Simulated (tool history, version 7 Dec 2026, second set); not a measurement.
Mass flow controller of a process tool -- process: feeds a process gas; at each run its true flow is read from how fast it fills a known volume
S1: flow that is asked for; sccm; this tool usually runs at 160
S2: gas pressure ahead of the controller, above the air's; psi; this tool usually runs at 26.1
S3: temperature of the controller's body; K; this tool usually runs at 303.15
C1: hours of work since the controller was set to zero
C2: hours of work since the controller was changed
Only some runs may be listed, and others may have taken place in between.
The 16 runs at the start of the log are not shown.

{"run": 17, "hour": 3550.0, "S1": 160, "S2": 26.1, "S3": 303.15, "C1": 2659, "C2": 2659, "true flow (%)": 99.53}
{"run": 18, "hour": 3699.1, "S1": 160, "S2": 26.1, "S3": 303.15, "C1": 2723, "C2": 2723, "true flow (%)": 99.52}
{"run": 19, "hour": 3967.7, "S1": 160, "S2": 22.9, "S3": 303.15, "C1": 2840, "C2": 2840, "true flow (%)": 99.48}
{"run": 20, "hour": 4089.6, "S1": 61, "S2": 23.5, "S3": 303.15, "C1": 2892, "C2": 2892, "true flow (%)": 99.33}
{"run": 21, "hour": 4386.5, "S1": 61, "S2": 23.5, "S3": 303.15, "C1": 3021, "C2": 3021, "true flow (%)": 99.46}
{"run": 22, "hour": 4642.8, "S1": 176, "S2": 29.3, "S3": 303.15, "C1": 3132, "C2": 3132, "true flow (%)": 99.2}
{"run": 23, "hour": 4775.9, "S1": 176, "S2": 29.3, "S3": 303.15, "C1": 3190, "C2": 3190, "true flow (%)": 99.18}
{"run": 24, "hour": 4987.1, "S1": 176, "S2": 29.3, "S3": 303.15, "C1": 3281, "C2": 3281, "true flow (%)": 99.12}
{"run": 25, "hour": 5174.2, "S1": 160, "S2": 31.3, "S3": 303.15, "C1": 3362, "C2": 3362, "true flow (%)": 99.14}
{"run": 26, "hour": 5466.0, "S1": 37, "S2": 31.3, "S3": 309.15, "C1": 3488, "C2": 3488, "true flow (%)": 100.07}
{"run": 27, "hour": 5746.9, "S1": 166, "S2": 23.8, "S3": 300.15, "C1": 3610, "C2": 3610, "true flow (%)": 99}
{"run": 28, "hour": 5946.1, "S1": 41, "S2": 23.8, "S3": 293.15, "C1": 3696, "C2": 3696, "true flow (%)": 98.65}
{"run": 29, "hour": 6099.7, "S1": 41, "S2": 23.8, "S3": 293.15, "C1": 3763, "C2": 3763, "true flow (%)": 98.53}
{"run": 30, "hour": 6273.4, "S1": 128, "S2": 23.8, "S3": 309.15, "C1": 3838, "C2": 3838, "true flow (%)": 99.79}
{"run": 31, "hour": 6505.2, "S1": 128, "S2": 23.8, "S3": 309.15, "C1": 3938, "C2": 3938, "true flow (%)": 99.78}
{"run": 32, "hour": 6673.3, "S1": 156, "S2": 40.2, "S3": 298.15, "C1": 4011, "C2": 4011, "true flow (%)": 98.01}
{"run": 33, "hour": 6861.8, "S1": 81, "S2": 40.2, "S3": 298.15, "C1": 4092, "C2": 4092, "true flow (%)": 97.92}
{"run": 34, "hour": 7061.6, "S1": 89, "S2": 33.4, "S3": 310.15, "C1": 4179, "C2": 4179, "true flow (%)": 99.47}
{"run": 35, "hour": 7229.7, "S1": 74, "S2": 30.7, "S3": 300.15, "C1": 4252, "C2": 4252, "true flow (%)": 98.52}
{"run": 36, "hour": 7508.4, "S1": 26, "S2": 30.7, "S3": 309.15, "C1": 4372, "C2": 4372, "true flow (%)": 101.02}
{"run": 37, "hour": 7697.0, "S1": 59, "S2": 26.1, "S3": 303.15, "C1": 4454, "C2": 4454, "true flow (%)": 99.16}

Predict each of these 4 candidate next runs independently; none follows another, all start after run 37:
{"run": "A", "hour": 7846.5, "S1": 143, "S2": 37.1, "S3": 303.15, "C1": 4519, "C2": 4519, "true flow (%)": "?"}
{"run": "B", "hour": 7846.5, "S1": 21, "S2": 26.1, "S3": 303.15, "C1": 4519, "C2": 4519, "true flow (%)": "?"}
{"run": "C", "hour": 7846.5, "S1": 160, "S2": 36.1, "S3": 299.15, "C1": 4519, "C2": 4519, "true flow (%)": "?"}
{"run": "D", "hour": 7846.5, "S1": 41, "S2": 40.3, "S3": 302.15, "C1": 4519, "C2": 4519, "true flow (%)": "?"}

run=A true_flow_(%)=98.47
run=B true_flow_(%)=101.22
run=C true_flow_(%)=98.2
run=D true_flow_(%)=98.81
Without the tool's unlogged condition, the same runs would have read:
run=A true_flow_(%)=99.88
run=B true_flow_(%)=99.58
run=C true_flow_(%)=99.68
run=D true_flow_(%)=98.92

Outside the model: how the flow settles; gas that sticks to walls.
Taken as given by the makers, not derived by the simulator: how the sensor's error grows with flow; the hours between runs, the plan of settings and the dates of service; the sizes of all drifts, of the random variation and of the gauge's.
